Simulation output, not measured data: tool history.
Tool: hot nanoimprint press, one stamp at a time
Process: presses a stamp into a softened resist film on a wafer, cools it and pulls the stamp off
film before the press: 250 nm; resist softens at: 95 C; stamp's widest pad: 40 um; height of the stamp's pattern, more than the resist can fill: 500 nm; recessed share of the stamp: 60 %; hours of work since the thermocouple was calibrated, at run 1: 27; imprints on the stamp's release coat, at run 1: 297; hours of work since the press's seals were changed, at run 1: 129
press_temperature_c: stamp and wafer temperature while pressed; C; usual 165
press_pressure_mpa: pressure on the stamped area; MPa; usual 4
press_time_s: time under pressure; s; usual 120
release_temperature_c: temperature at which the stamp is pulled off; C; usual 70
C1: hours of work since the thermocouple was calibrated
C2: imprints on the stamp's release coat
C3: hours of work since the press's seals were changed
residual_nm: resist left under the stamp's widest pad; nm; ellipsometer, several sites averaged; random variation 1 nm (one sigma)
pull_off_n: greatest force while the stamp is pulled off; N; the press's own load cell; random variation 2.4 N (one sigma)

Run 1, hour 0: usual settings; C1 27; C2 297; C3 129. Result: residual_nm 142.9 nm, pull_off_n 115 N.
Run 2, hour 16.8: usual settings but release_temperature_c 58 C; C1 34; C2 350; C3 136. Result: residual_nm 145.5 nm, pull_off_n 147 N.
Run 3, hour 37.5: usual settings but release_temperature_c 58 C; C1 43; C2 416; C3 146. Result: residual_nm 145.5 nm, pull_off_n 149 N.
Run 4, hour 47: usual settings; C1 48; C2 446; C3 150. Result: residual_nm 142.8 nm, pull_off_n 122 N.
Run 5, hour 66.8: usual settings; C1 56; C2 509; C3 159. Result: residual_nm 144.2 nm, pull_off_n 125 N.
Run 6, hour 79.6: usual settings but press_pressure_mpa 4.49 MPa; C1 62; C2 550; C3 164. Result: residual_nm 137.3 nm, pull_off_n 126 N.
Run 7, hour 98: usual settings but press_pressure_mpa 4.49 MPa; C1 70; C2 608; C3 172. Result: residual_nm 136.7 nm, pull_off_n 124 N.
Run 8, hour 116.8: usual settings but press_pressure_mpa 4.49 MPa; C1 79; C2 667; C3 181. Result: residual_nm 137.7 nm, pull_off_n 121 N.
Run 9, hour 130.1: usual settings but press_temperature_c 159 C; C1 84; C2 710; C3 187. Result: residual_nm 177.6 nm, pull_off_n 130 N.
Run 10, hour 148.1: usual settings but press_temperature_c 159 C; C1 92; C2 767; C3 195. Result: residual_nm 176.5 nm, pull_off_n 124 N.
Run 11, hour 162.7: usual settings but press_temperature_c 159 C; C1 99; C2 813; C3 201. Result: residual_nm 177.2 nm, pull_off_n 129 N.
Run 12, hour 172: usual settings; C1 103; C2 843; C3 205. Result: residual_nm 147 nm, pull_off_n 127 N.
Run 13, hour 181.8: usual settings; C1 107; C2 874; C3 210. Result: residual_nm 147.3 nm, pull_off_n 130 N.
Run 14, hour 191.9: usual settings but press_pressure_mpa 5.29 MPa, press_time_s 108 s, release_temperature_c 59 C; C1 112; C2 906; C3 214. Result: residual_nm 130.2 nm, pull_off_n 153 N.
Run 15, hour 208.1: usual settings but press_pressure_mpa 5.29 MPa, press_time_s 108 s, release_temperature_c 59 C; C1 119; C2 957; C3 221. Result: residual_nm 131.8 nm, pull_off_n 160 N.
Run 16, hour 221.2: usual settings but press_pressure_mpa 5.29 MPa, press_time_s 108 s, release_temperature_c 59 C; C1 125; C2 999; C3 227. Result: residual_nm 130.8 nm, pull_off_n 159 N.
Run 17, hour 231.6: usual settings but press_temperature_c 171 C, release_temperature_c 67 C; C1 130; C2 1032; C3 232. Result: residual_nm 120.3 nm, pull_off_n 140 N.
Run 18, hour 246.3: usual settings but press_temperature_c 171 C, release_temperature_c 67 C; C1 136; C2 1078; C3 238. Result: residual_nm 118.5 nm, pull_off_n 142 N.
Run 19, hour 263.4: usual settings but press_temperature_c 166 C, press_pressure_mpa 2.89 MPa, press_time_s 122 s, release_temperature_c 74 C; C1 144; C2 1132; C3 246. Result: residual_nm 164.8 nm, pull_off_n 123 N.
Run 20, hour 277.1: usual settings but press_pressure_mpa 3.68 MPa, press_time_s 61 s; C1 150; C2 1176; C3 252. Result: residual_nm 182.6 nm, pull_off_n 128 N.
Run 21, hour 291.3: usual settings but press_pressure_mpa 4.85 MPa, press_time_s 213 s, release_temperature_c 72 C; C1 156; C2 1221; C3 258. Result: residual_nm 112.7 nm, pull_off_n 133 N.
Run 22, hour 306.9: usual settings but press_pressure_mpa 4.85 MPa, press_time_s 213 s, release_temperature_c 72 C; C1 163; C2 1270; C3 265. Result: residual_nm 113.3 nm, pull_off_n 133 N.
At hour 332.2: stamp cleaned and given a new release coat.
Run 23, hour 333.6: usual settings but press_pressure_mpa 3.57 MPa, press_time_s 213 s, release_temperature_c 69 C; C1 172; C2 4; C3 274. Result: residual_nm 134 nm, pull_off_n 113 N.
Run 24, hour 347.5: usual settings but press_pressure_mpa 4.14 MPa, press_time_s 186 s, release_temperature_c 68 C; C1 178; C2 48; C3 281. Result: residual_nm 129.1 nm, pull_off_n 116 N.
Run 25, hour 365.8: usual settings but press_pressure_mpa 2.57 MPa, press_time_s 113 s; C1 187; C2 106; C3 289. Result: residual_nm 182.7 nm, pull_off_n 114 N.
Run 26, hour 374.8: usual settings but press_pressure_mpa 2.57 MPa, press_time_s 113 s; C1 191; C2 135; C3 293. Result: residual_nm 184.2 nm, pull_off_n 115 N.

3 ways to go on from here, each from the tool as it stands after run 26. What would each give?
Run A, hour 386.3: usual settings but press_pressure_mpa 3.49 MPa, release_temperature_c 60 C; C1 196; C2 171; C3 298. Result: residual_nm ?, pull_off_n ?.
Run B, hour 386.3: usual settings but press_pressure_mpa 4.37 MPa, press_time_s 115 s; C1 196; C2 171; C3 298. Result: residual_nm ?, pull_off_n ?.
Run C, hour 386.3: usual settings but press_pressure_mpa 5.81 MPa, release_temperature_c 77 C; C1 196; C2 171; C3 298. Result: residual_nm ?, pull_off_n ?.

run  residual_nm  pull_off_n
  A        158.5         138
  B        144.9         120
  C        124.1         102
Without the tool's hidden state the same runs would have given:
run  residual_nm  pull_off_n
  A        153.7         133
  B          140         115
  C        119.2          97
